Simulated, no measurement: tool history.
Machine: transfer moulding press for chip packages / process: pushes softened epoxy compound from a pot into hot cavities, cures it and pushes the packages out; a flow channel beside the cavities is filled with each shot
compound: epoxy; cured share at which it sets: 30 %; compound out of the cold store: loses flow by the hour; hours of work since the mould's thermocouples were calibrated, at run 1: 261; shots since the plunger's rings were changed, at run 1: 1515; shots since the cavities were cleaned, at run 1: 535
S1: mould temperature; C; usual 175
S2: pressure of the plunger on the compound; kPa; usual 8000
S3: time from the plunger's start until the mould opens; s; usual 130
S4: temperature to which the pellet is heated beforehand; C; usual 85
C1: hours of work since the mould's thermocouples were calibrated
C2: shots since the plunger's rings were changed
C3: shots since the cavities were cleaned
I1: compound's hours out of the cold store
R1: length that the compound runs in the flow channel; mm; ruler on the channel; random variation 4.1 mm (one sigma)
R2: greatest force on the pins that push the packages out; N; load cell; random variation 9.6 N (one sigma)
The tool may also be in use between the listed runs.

{"run": 1, "hour": 0.0, "S1": 175, "S2": 8000, "S3": 130, "S4": 85, "C1": 261, "C2": 1515, "C3": 535, "I1": 43.3, "R1": 896, "R2": 568}
{"run": 2, "hour": 33.9, "S1": 175, "S2": 8000, "S3": 130, "S4": 85, "C1": 280, "C2": 1809, "C3": 829, "I1": 20.7, "R1": 946, "R2": 619}
{"hour": 53.2, "done": "cavities cleaned with cleaning compound and waxed"}
{"run": 3, "hour": 90.5, "S1": 175, "S2": 8000, "S3": 130, "S4": 85, "C1": 312, "C2": 2286, "C3": 323, "I1": 22.6, "R1": 940, "R2": 518}
{"hour": 118.8, "done": "mould's thermocouples calibrated"}
{"run": 4, "hour": 129.8, "S1": 175, "S2": 8000, "S3": 130, "S4": 85, "C1": 6, "C2": 2609, "C3": 646, "I1": 20.0, "R1": 945, "R2": 602}
{"hour": 172.4, "done": "cavities cleaned with cleaning compound and waxed"}
{"run": 5, "hour": 172.6, "S1": 175, "S2": 8000, "S3": 115, "S4": 85, "C1": 30, "C2": 2967, "C3": 2, "I1": 17.8, "R1": 951, "R2": 548}
{"run": 6, "hour": 215.5, "S1": 175, "S2": 8000, "S3": 115, "S4": 85, "C1": 54, "C2": 3339, "C3": 374, "I1": 29.5, "R1": 913, "R2": 670}
{"run": 7, "hour": 250.7, "S1": 175, "S2": 6300, "S3": 130, "S4": 85, "C1": 74, "C2": 3644, "C3": 679, "I1": 23.3, "R1": 825, "R2": 614}
{"hour": 291.2, "done": "cavities cleaned with cleaning compound and waxed"}
{"run": 8, "hour": 306.5, "S1": 175, "S2": 6300, "S3": 124, "S4": 85, "C1": 105, "C2": 4114, "C3": 132, "I1": 11.4, "R1": 854, "R2": 532}
{"run": 9, "hour": 352.7, "S1": 175, "S2": 6300, "S3": 124, "S4": 85, "C1": 132, "C2": 4514, "C3": 532, "I1": 29.3, "R1": 810, "R2": 601}
{"hour": 408.7, "done": "cavities cleaned with cleaning compound and waxed"}
{"run": 10, "hour": 408.7, "S1": 175, "S2": 6300, "S3": 124, "S4": 85, "C1": 163, "C2": 4987, "C3": 0, "I1": 16.7, "R1": 827, "R2": 476}
{"run": 11, "hour": 457.4, "S1": 182, "S2": 8000, "S3": 132, "S4": 85, "C1": 190, "C2": 5408, "C3": 421, "I1": 37.3, "R1": 857, "R2": 488}
{"run": 12, "hour": 501.0, "S1": 182, "S2": 6140, "S3": 135, "S4": 85, "C1": 215, "C2": 5786, "C3": 799, "I1": 16.2, "R1": 793, "R2": 537}
{"hour": 527.8, "done": "cavities cleaned with cleaning compound and waxed"}
{"run": 13, "hour": 547.9, "S1": 182, "S2": 6140, "S3": 135, "S4": 85, "C1": 241, "C2": 6179, "C3": 174, "I1": 15.3, "R1": 793, "R2": 429}

What if the next run were any one of these 3? Each begins from the tool's condition after run 13:
{"hour": 562.1, "done": "plunger's sealing rings changed"}
{"run": "A", "hour": 598.2, "S1": 175, "S2": 8000, "S3": 121, "S4": 85, "C1": 268, "C2": 314, "C3": 589, "I1": 22.8, "R1": "?", "R2": "?"}
{"hour": 562.1, "done": "plunger's sealing rings changed"}
{"run": "B", "hour": 598.2, "S1": 170, "S2": 8000, "S3": 153, "S4": 77, "C1": 268, "C2": 314, "C3": 589, "I1": 31.1, "R1": "?", "R2": "?"}
{"hour": 562.1, "done": "plunger's sealing rings changed"}
{"run": "C", "hour": 598.2, "S1": 178, "S2": 7630, "S3": 112, "S4": 85, "C1": 268, "C2": 314, "C3": 589, "I1": 22.0, "R1": "?", "R2": "?"}

run=A R1=947 R2=625
run=B R1=952 R2=623
run=C R1=923 R2=618
Without the tool's hidden state the same runs would have given:
run=A R1=951 R2=457
run=B R1=956 R2=455
run=C R1=926 R2=453
